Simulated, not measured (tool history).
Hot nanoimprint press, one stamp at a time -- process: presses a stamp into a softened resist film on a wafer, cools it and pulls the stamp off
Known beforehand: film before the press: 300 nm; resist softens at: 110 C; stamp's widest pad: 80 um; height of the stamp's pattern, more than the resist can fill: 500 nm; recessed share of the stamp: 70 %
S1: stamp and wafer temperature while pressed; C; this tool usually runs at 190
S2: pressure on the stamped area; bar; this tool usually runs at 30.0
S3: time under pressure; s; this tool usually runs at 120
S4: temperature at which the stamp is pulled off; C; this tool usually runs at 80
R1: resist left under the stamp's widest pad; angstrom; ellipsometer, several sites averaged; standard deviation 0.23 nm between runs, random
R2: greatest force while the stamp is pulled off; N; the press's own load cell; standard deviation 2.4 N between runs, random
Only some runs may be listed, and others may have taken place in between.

| run | hour | S1 | S2 | S3 | S4 | R1 | R2 |
|---|---|---|---|---|---|---|---|
| 1 | 0.0 | 190 | 30.0 | 120 | 80 | 1462 | 141 |
| 2 | 9.4 | 190 | 30.0 | 120 | 80 | 1464 | 135 |
| 3 | 22.5 | 190 | 30.0 | 120 | 80 | 1459 | 130 |
| 4 | 35.1 | 190 | 30.0 | 120 | 80 | 1460 | 139 |
| 5 | 49.2 | 190 | 30.0 | 120 | 74 | 1456 | 156 |
| 6 | 60.4 | 192 | 30.0 | 120 | 80 | 1377 | 141 |
|  | 67.8 | plate thermocouple calibrated |
| 7 | 77.8 | 190 | 30.0 | 120 | 80 | 1533 | 153 |
| 8 | 86.5 | 190 | 30.0 | 120 | 80 | 1534 | 154 |
| 9 | 103.6 | 199 | 30.0 | 120 | 80 | 1197 | 159 |
| 10 | 115.4 | 199 | 30.0 | 120 | 80 | 1193 | 158 |
| 11 | 127.6 | 199 | 30.0 | 120 | 80 | 1195 | 161 |
| 12 | 135.3 | 190 | 28.6 | 120 | 80 | 1570 | 162 |
| 13 | 144.6 | 190 | 40.0 | 120 | 80 | 1346 | 169 |
| 14 | 157.9 | 190 | 40.0 | 120 | 80 | 1349 | 170 |
| 15 | 172.9 | 190 | 40.0 | 120 | 80 | 1348 | 171 |
|  | 190.2 | stamp cleaned and given a new release coat |
| 16 | 191.9 | 190 | 40.0 | 120 | 80 | 1350 | 106 |
| 17 | 208.7 | 190 | 19.4 | 99 | 66 | 1933 | 149 |
| 18 | 224.4 | 200 | 19.4 | 128 | 66 | 1396 | 156 |
| 19 | 239.3 | 200 | 19.4 | 128 | 66 | 1394 | 150 |
| 20 | 254.2 | 194 | 47.9 | 120 | 80 | 1097 | 116 |
| 21 | 263.2 | 194 | 30.5 | 120 | 80 | 1356 | 122 |
| 22 | 278.3 | 194 | 30.5 | 120 | 80 | 1356 | 120 |
|  | 295.3 | press's hydraulic seals changed and the load cell set to zero |
| 23 | 302.4 | 191 | 26.0 | 120 | 88 | 1547 | 103 |
| 24 | 312.3 | 191 | 26.0 | 120 | 88 | 1548 | 102 |
| 25 | 327.1 | 191 | 26.0 | 120 | 88 | 1547 | 105 |
| 26 | 335.1 | 190 | 30.0 | 101 | 80 | 1578 | 132 |
| 27 | 351.9 | 198 | 43.6 | 63 | 84 | 1254 | 118 |
| 28 | 359.2 | 179 | 30.0 | 92 | 66 | 2144 | 174 |
| 29 | 366.9 | 190 | 23.0 | 89 | 81 | 1834 | 133 |
| 30 | 378.6 | 201 | 41.1 | 165 | 81 | 814 | 137 |
| 31 | 388.0 | 190 | 35.4 | 210 | 80 | 1117 | 142 |

Branching from run 31: 3 alternative next runs. What would each branch give?
| A | 402.1 | 192 | 35.4 | 78 | 72 | ? | ? |
| B | 402.1 | 190 | 20.0 | 116 | 85 | ? | ? |
| C | 402.1 | 190 | 30.3 | 100 | 80 | ? | ? |

| run | R1 | R2 |
|---|---|---|
| A | 1510 | 168 |
| B | 1792 | 124 |
| C | 1575 | 143 |
The same runs, with their run-to-run variation unchanged, on a tool lacking any hidden condition would have given:
| run | R1 | R2 |
|---|---|---|
| A | 1527 | 126 |
| B | 1811 | 94 |
| C | 1593 | 108 |

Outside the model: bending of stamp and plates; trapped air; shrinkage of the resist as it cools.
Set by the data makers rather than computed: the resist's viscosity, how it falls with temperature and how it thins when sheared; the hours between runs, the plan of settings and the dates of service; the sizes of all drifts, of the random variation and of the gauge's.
